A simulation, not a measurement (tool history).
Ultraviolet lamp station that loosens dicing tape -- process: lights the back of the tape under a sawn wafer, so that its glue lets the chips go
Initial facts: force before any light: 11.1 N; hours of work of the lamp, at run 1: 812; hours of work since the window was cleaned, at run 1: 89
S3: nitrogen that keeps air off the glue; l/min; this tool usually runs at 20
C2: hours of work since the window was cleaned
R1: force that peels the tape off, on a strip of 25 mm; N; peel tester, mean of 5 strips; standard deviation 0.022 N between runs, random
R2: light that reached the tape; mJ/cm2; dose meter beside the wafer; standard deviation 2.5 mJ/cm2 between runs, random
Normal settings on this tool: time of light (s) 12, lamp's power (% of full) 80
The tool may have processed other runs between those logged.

{"run": 1, "hour": 0.0, "time of light (s)": 12, "lamp's power (% of full)": 80, "S3": 20, "hours of work of the lamp": 812, "C2": 89, "R1": 1.111, "R2": 283}
{"run": 2, "hour": 27.4, "time of light (s)": 12, "lamp's power (% of full)": 80, "S3": 20, "hours of work of the lamp": 834, "C2": 111, "R1": 1.136, "R2": 282}
{"run": 3, "hour": 49.8, "time of light (s)": 12, "lamp's power (% of full)": 80, "S3": 7, "hours of work of the lamp": 851, "C2": 129, "R1": 2.315, "R2": 279}
{"run": 4, "hour": 71.5, "time of light (s)": 12, "lamp's power (% of full)": 80, "S3": 7, "hours of work of the lamp": 869, "C2": 146, "R1": 2.293, "R2": 286}
{"run": 5, "hour": 91.2, "time of light (s)": 12, "lamp's power (% of full)": 80, "S3": 9, "hours of work of the lamp": 884, "C2": 161, "R1": 1.986, "R2": 287}
{"run": 6, "hour": 113.6, "time of light (s)": 12, "lamp's power (% of full)": 72, "S3": 20, "hours of work of the lamp": 902, "C2": 179, "R1": 1.327, "R2": 255}
{"run": 7, "hour": 136.2, "time of light (s)": 12, "lamp's power (% of full)": 80, "S3": 20, "hours of work of the lamp": 920, "C2": 197, "R1": 1.088, "R2": 281}
{"run": 8, "hour": 162.8, "time of light (s)": 12, "lamp's power (% of full)": 80, "S3": 20, "hours of work of the lamp": 941, "C2": 218, "R1": 1.065, "R2": 281}
{"run": 9, "hour": 176.5, "time of light (s)": 12, "lamp's power (% of full)": 80, "S3": 20, "hours of work of the lamp": 951, "C2": 229, "R1": 1.114, "R2": 280}
{"run": 10, "hour": 195.5, "time of light (s)": 12, "lamp's power (% of full)": 80, "S3": 20, "hours of work of the lamp": 966, "C2": 244, "R1": 1.097, "R2": 282}
{"hour": 211.9, "done": "window cleaned of glue's vapour"}
{"run": 11, "hour": 211.9, "time of light (s)": 12, "lamp's power (% of full)": 80, "S3": 20, "hours of work of the lamp": 979, "C2": 0, "R1": 1.095, "R2": 288}
{"run": 12, "hour": 234.7, "time of light (s)": 12, "lamp's power (% of full)": 62, "S3": 20, "hours of work of the lamp": 997, "C2": 18, "R1": 1.801, "R2": 220}
{"run": 13, "hour": 259.7, "time of light (s)": 12, "lamp's power (% of full)": 62, "S3": 20, "hours of work of the lamp": 1017, "C2": 38, "R1": 1.793, "R2": 219}
{"run": 14, "hour": 285.8, "time of light (s)": 12, "lamp's power (% of full)": 62, "S3": 20, "hours of work of the lamp": 1037, "C2": 58, "R1": 1.866, "R2": 218}
{"run": 15, "hour": 313.6, "time of light (s)": 23, "lamp's power (% of full)": 80, "S3": 7, "hours of work of the lamp": 1059, "C2": 80, "R1": 0.615, "R2": 545}
{"run": 16, "hour": 332.1, "time of light (s)": 10, "lamp's power (% of full)": 79, "S3": 25, "hours of work of the lamp": 1074, "C2": 95, "R1": 1.384, "R2": 237}
{"run": 17, "hour": 344.7, "time of light (s)": 7, "lamp's power (% of full)": 66, "S3": 17, "hours of work of the lamp": 1084, "C2": 105, "R1": 3.788, "R2": 137}
{"run": 18, "hour": 357.5, "time of light (s)": 22, "lamp's power (% of full)": 66, "S3": 22, "hours of work of the lamp": 1094, "C2": 115, "R1": 0.347, "R2": 430}
{"run": 19, "hour": 387.6, "time of light (s)": 8, "lamp's power (% of full)": 68, "S3": 19, "hours of work of the lamp": 1118, "C2": 139, "R1": 3.107, "R2": 156}
{"hour": 402.8, "done": "lamp changed"}
{"run": 20, "hour": 417.4, "time of light (s)": 12, "lamp's power (% of full)": 80, "S3": 8, "hours of work of the lamp": 12, "C2": 161, "R1": 2.159, "R2": 281}
{"run": 21, "hour": 446.0, "time of light (s)": 15, "lamp's power (% of full)": 71, "S3": 25, "hours of work of the lamp": 34, "C2": 184, "R1": 0.726, "R2": 313}
{"run": 22, "hour": 459.6, "time of light (s)": 15, "lamp's power (% of full)": 71, "S3": 25, "hours of work of the lamp": 45, "C2": 195, "R1": 0.704, "R2": 317}
{"run": 23, "hour": 489.7, "time of light (s)": 12, "lamp's power (% of full)": 80, "S3": 6, "hours of work of the lamp": 69, "C2": 218, "R1": 2.542, "R2": 283}
{"run": 24, "hour": 513.8, "time of light (s)": 10, "lamp's power (% of full)": 87, "S3": 14, "hours of work of the lamp": 88, "C2": 237, "R1": 1.715, "R2": 258}
{"run": 25, "hour": 530.5, "time of light (s)": 10, "lamp's power (% of full)": 87, "S3": 14, "hours of work of the lamp": 101, "C2": 251, "R1": 1.638, "R2": 254}
{"hour": 537.6, "done": "window cleaned of glue's vapour"}
{"run": 26, "hour": 561.1, "time of light (s)": 10, "lamp's power (% of full)": 87, "S3": 9, "hours of work of the lamp": 124, "C2": 19, "R1": 2.18, "R2": 259}
{"run": 27, "hour": 586.9, "time of light (s)": 10, "lamp's power (% of full)": 87, "S3": 9, "hours of work of the lamp": 145, "C2": 39, "R1": 2.268, "R2": 257}
{"run": 28, "hour": 604.9, "time of light (s)": 7, "lamp's power (% of full)": 71, "S3": 9, "hours of work of the lamp": 159, "C2": 53, "R1": 4.41, "R2": 149}

What if the next run were any one of these 3? Each begins from the tool's condition after run 28:
{"run": "A", "hour": 625.8, "time of light (s)": 12, "lamp's power (% of full)": 81, "S3": 19, "hours of work of the lamp": 176, "C2": 70, "R1": "?", "R2": "?"}
{"run": "B", "hour": 625.8, "time of light (s)": 7, "lamp's power (% of full)": 91, "S3": 12, "hours of work of the lamp": 176, "C2": 70, "R1": "?", "R2": "?"}
{"run": "C", "hour": 625.8, "time of light (s)": 7, "lamp's power (% of full)": 77, "S3": 9, "hours of work of the lamp": 176, "C2": 70, "R1": "?", "R2": "?"}

run=A R1=1.116 R2=288
run=B R1=3.044 R2=185
run=C R1=4.017 R2=159
Stripped of hidden state, with their random variation kept, the same runs would have yielded:
run=A R1=1.115 R2=288
run=B R1=3.041 R2=185
run=C R1=4.015 R2=159

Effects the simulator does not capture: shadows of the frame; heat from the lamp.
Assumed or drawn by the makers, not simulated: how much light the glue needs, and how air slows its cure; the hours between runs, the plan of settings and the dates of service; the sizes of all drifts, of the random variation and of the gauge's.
